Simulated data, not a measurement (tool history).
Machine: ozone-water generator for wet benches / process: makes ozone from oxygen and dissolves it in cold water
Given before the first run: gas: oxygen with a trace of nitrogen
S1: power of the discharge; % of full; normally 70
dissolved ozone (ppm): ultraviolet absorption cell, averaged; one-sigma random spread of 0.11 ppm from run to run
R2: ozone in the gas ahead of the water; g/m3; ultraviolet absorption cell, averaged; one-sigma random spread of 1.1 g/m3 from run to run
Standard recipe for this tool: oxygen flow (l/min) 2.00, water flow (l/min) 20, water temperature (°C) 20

Run 1, hour 0.0: usual settings. Result: dissolved ozone (ppm) 7.6, R2 190.8 g/m3.
Run 2, hour 21.8: usual settings. Result: dissolved ozone (ppm) 7.6, R2 190.1 g/m3.
Run 3, hour 47.8: usual settings. Result: dissolved ozone (ppm) 7.7, R2 190.7 g/m3.
Run 4, hour 66.6: usual settings but water temperature (°C) 28. Result: dissolved ozone (ppm) 7.1, R2 189.9 g/m3.
Run 5, hour 96.7: usual settings. Result: dissolved ozone (ppm) 7.5, R2 189.2 g/m3.
Run 6, hour 122.0: usual settings. Result: dissolved ozone (ppm) 7.5, R2 189.9 g/m3.
Run 7, hour 137.9: usual settings. Result: dissolved ozone (ppm) 7.5, R2 189.2 g/m3.
Run 8, hour 166.9: usual settings but water flow (l/min) 12. Result: dissolved ozone (ppm) 13.6, R2 190.0 g/m3.
Run 9, hour 194.4: usual settings but water flow (l/min) 12. Result: dissolved ozone (ppm) 13.5, R2 189.9 g/m3.
Run 10, hour 214.5: usual settings but water flow (l/min) 13. Result: dissolved ozone (ppm) 12.7, R2 190.0 g/m3.
Run 11, hour 247.3: usual settings. Result: dissolved ozone (ppm) 7.5, R2 188.7 g/m3.
Run 12, hour 278.6: usual settings but water flow (l/min) 13. Result: dissolved ozone (ppm) 12.8, R2 189.9 g/m3.
Run 13, hour 294.4: usual settings but oxygen flow (l/min) 1.42, water flow (l/min) 30. Result: dissolved ozone (ppm) 4.2, R2 237.0 g/m3.
Run 14, hour 323.2: usual settings but S1 96 % of full, oxygen flow (l/min) 2.53, water flow (l/min) 30. Result: dissolved ozone (ppm) 5.9, R2 206.7 g/m3.
Run 15, hour 352.7: usual settings but oxygen flow (l/min) 2.50, water flow (l/min) 27. Result: dissolved ozone (ppm) 5.2, R2 161.7 g/m3.
At hour 358.3: contactor cleaned.
Run 16, hour 382.2: usual settings but oxygen flow (l/min) 1.16, water temperature (°C) 27. Result: dissolved ozone (ppm) 6.6, R2 269.8 g/m3.
Run 17, hour 401.9: usual settings but S1 41 % of full, oxygen flow (l/min) 1.16, water flow (l/min) 16, water temperature (°C) 27. Result: dissolved ozone (ppm) 5.9, R2 176.8 g/m3.
Run 18, hour 422.8: usual settings. Result: dissolved ozone (ppm) 7.7, R2 190.5 g/m3.
Run 19, hour 446.8: usual settings but oxygen flow (l/min) 2.53, water temperature (°C) 18. Result: dissolved ozone (ppm) 7.6, R2 158.8 g/m3.
Run 20, hour 469.8: usual settings but oxygen flow (l/min) 2.26. Result: dissolved ozone (ppm) 7.5, R2 174.4 g/m3.

What will run 21 give?
Run 21, hour 484.5: usual settings but S1 57 % of full, oxygen flow (l/min) 1.62, water flow (l/min) 23. Result: dissolved ozone (ppm) ?, R2 ?.

dissolved ozone (ppm): 5.3
R2: 184.9 g/m3
The same run, on a tool lacking any hidden state, would have yielded dissolved ozone (ppm) 5.7, R2 189.6 g/m3.
